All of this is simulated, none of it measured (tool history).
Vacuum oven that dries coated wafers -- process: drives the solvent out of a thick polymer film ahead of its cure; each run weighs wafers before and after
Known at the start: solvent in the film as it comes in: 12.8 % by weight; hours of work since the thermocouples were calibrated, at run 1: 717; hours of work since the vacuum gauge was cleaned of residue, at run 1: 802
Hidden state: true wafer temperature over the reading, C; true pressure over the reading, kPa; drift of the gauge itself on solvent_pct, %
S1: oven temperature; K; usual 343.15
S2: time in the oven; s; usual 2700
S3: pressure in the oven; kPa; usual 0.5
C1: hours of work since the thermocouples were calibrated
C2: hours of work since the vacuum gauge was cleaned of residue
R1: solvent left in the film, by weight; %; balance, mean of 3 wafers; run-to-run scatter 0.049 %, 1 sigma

Run 1, hour 0: usual settings; C1 717; C2 802. Result: R1 0.67 %.
At hour 5.3: oven's thermocouples calibrated.
Run 2, hour 32.7: usual settings but S1 350.15 K; C1 17; C2 822. Result: R1 0.38 %.
Run 3, hour 67.5: usual settings but S1 350.15 K; C1 39; C2 844. Result: R1 0.38 %.
Run 4, hour 98.7: usual settings but S1 329.15 K; C1 59; C2 863. Result: R1 2.97 %.
Run 5, hour 116: usual settings; C1 70; C2 874. Result: R1 0.87 %.
Run 6, hour 132.7: usual settings; C1 81; C2 885. Result: R1 0.73 %.
Run 7, hour 152.8: usual settings; C1 93; C2 898. Result: R1 0.87 %.
Run 8, hour 169.7: usual settings but S3 0.276 kPa; C1 104; C2 908. Result: R1 0.75 %.
Run 9, hour 200.1: usual settings; C1 123; C2 928. Result: R1 0.93 %.
Run 10, hour 233: usual settings but S2 3960 s; C1 144; C2 948. Result: R1 0.45 %.
Run 11, hour 250.7: usual settings but S2 3960 s; C1 155; C2 960. Result: R1 0.47 %.
Run 12, hour 282: usual settings but S2 3960 s; C1 175; C2 979. Result: R1 0.51 %.
Run 13, hour 296.6: usual settings; C1 184; C2 989. Result: R1 0.86 %.
Run 14, hour 327.1: usual settings but S1 332.15 K; C1 203; C2 1008. Result: R1 2.33 %.
Run 15, hour 345.1: usual settings but S1 332.15 K; C1 215; C2 1019. Result: R1 2.48 %.
Run 16, hour 373.3: usual settings but S1 338.15 K; C1 233; C2 1037. Result: R1 1.42 %.
Run 17, hour 390.9: usual settings but S1 338.15 K; C1 244; C2 1048. Result: R1 1.43 %.
Run 18, hour 419.2: usual settings but S1 338.15 K; C1 262; C2 1066. Result: R1 1.42 %.
Run 19, hour 447.2: usual settings but S1 338.15 K; C1 279; C2 1084. Result: R1 1.36 %.
Run 20, hour 472.6: usual settings but S1 338.15 K; C1 295; C2 1100. Result: R1 1.42 %.
Run 21, hour 489.4: usual settings but S1 338.15 K; C1 306; C2 1110. Result: R1 1.43 %.
Run 22, hour 519.2: usual settings but S3 1.802 kPa; C1 325; C2 1129. Result: R1 1.36 %.
Run 23, hour 535: usual settings but S3 1.802 kPa; C1 335; C2 1139. Result: R1 1.41 %.
Run 24, hour 560.1: usual settings but S1 344.15 K, S2 3180 s; C1 351; C2 1155. Result: R1 0.67 %.
Run 25, hour 582.9: usual settings but S3 0.355 kPa; C1 365; C2 1170. Result: R1 0.8 %.
Run 26, hour 610.2: usual settings but S2 1800 s, S3 0.961 kPa; C1 382; C2 1187. Result: R1 1.87 %.
Run 27, hour 634.5: usual settings but S2 1800 s, S3 0.961 kPa; C1 398; C2 1202. Result: R1 1.83 %.
Run 28, hour 654.8: usual settings but S2 2340 s, S3 0.464 kPa; C1 411; C2 1215. Result: R1 1.12 %.
Run 29, hour 672.9: usual settings but S1 357.15 K, S3 1.343 kPa; C1 422; C2 1226. Result: R1 0.53 %.
Run 30, hour 699.7: usual settings but S2 2580 s, S3 1.316 kPa; C1 439; C2 1243. Result: R1 1.26 %.
Run 31, hour 715.2: usual settings but S2 2580 s, S3 1.316 kPa; C1 449; C2 1253. Result: R1 1.27 %.
Run 32, hour 751.2: usual settings but S1 331.15 K, S2 1620 s, S3 0.482 kPa; C1 472; C2 1276. Result: R1 4.39 %.
Run 33, hour 777.6: usual settings but S1 331.15 K, S2 1620 s, S3 0.482 kPa; C1 488; C2 1293. Result: R1 4.3 %.
Run 34, hour 795.1: usual settings but S1 331.15 K, S2 1620 s, S3 0.482 kPa; C1 499; C2 1304. Result: R1 4.33 %.
Run 35, hour 813.3: usual settings but S1 331.15 K, S2 1620 s, S3 0.482 kPa; C1 511; C2 1315. Result: R1 4.31 %.
Run 36, hour 847.4: usual settings but S1 357.15 K, S2 1620 s, S3 0.482 kPa; C1 532; C2 1337. Result: R1 0.52 %.
Run 37, hour 872: usual settings but S1 340.15 K, S2 2940 s, S3 0.613 kPa; C1 548; C2 1352. Result: R1 1.02 %.
Run 38, hour 891.5: usual settings but S1 340.15 K, S2 2940 s, S3 0.613 kPa; C1 560; C2 1365. Result: R1 1.11 %.
Run 39, hour 919.9: usual settings but S1 340.15 K, S2 2940 s, S3 0.613 kPa; C1 578; C2 1383. Result: R1 1.02 %.
Run 40, hour 940.5: usual settings but S3 1.182 kPa; C1 591; C2 1396. Result: R1 1.18 %.
Run 41, hour 974.7: usual settings but S3 1.182 kPa; C1 613; C2 1417. Result: R1 1.13 %.

Branching from run 41: 4 alternative next runs. What would each branch give?
Run A, hour 994.3: usual settings but S1 352.15 K, S2 1440 s, S3 0.871 kPa; C1 625; C2 1430. Result: R1 ?.
Run B, hour 994.3: usual settings but S1 329.15 K, S3 0.758 kPa; C1 625; C2 1430. Result: R1 ?.
Run C, hour 994.3: usual settings but S1 331.15 K, S2 4140 s, S3 0.854 kPa; C1 625; C2 1430. Result: R1 ?.
Run D, hour 994.3: usual settings but S1 339.15 K, S2 2280 s, S3 1.182 kPa; C1 625; C2 1430. Result: R1 ?.

run    R1
  A  1.24
  B  3.26
  C  1.71
  D  2.05
With the hidden condition removed and each run's random variation left untouched, the same runs would have given:
run    R1
  A  1.11
  B  2.94
  C  1.37
  D  1.82

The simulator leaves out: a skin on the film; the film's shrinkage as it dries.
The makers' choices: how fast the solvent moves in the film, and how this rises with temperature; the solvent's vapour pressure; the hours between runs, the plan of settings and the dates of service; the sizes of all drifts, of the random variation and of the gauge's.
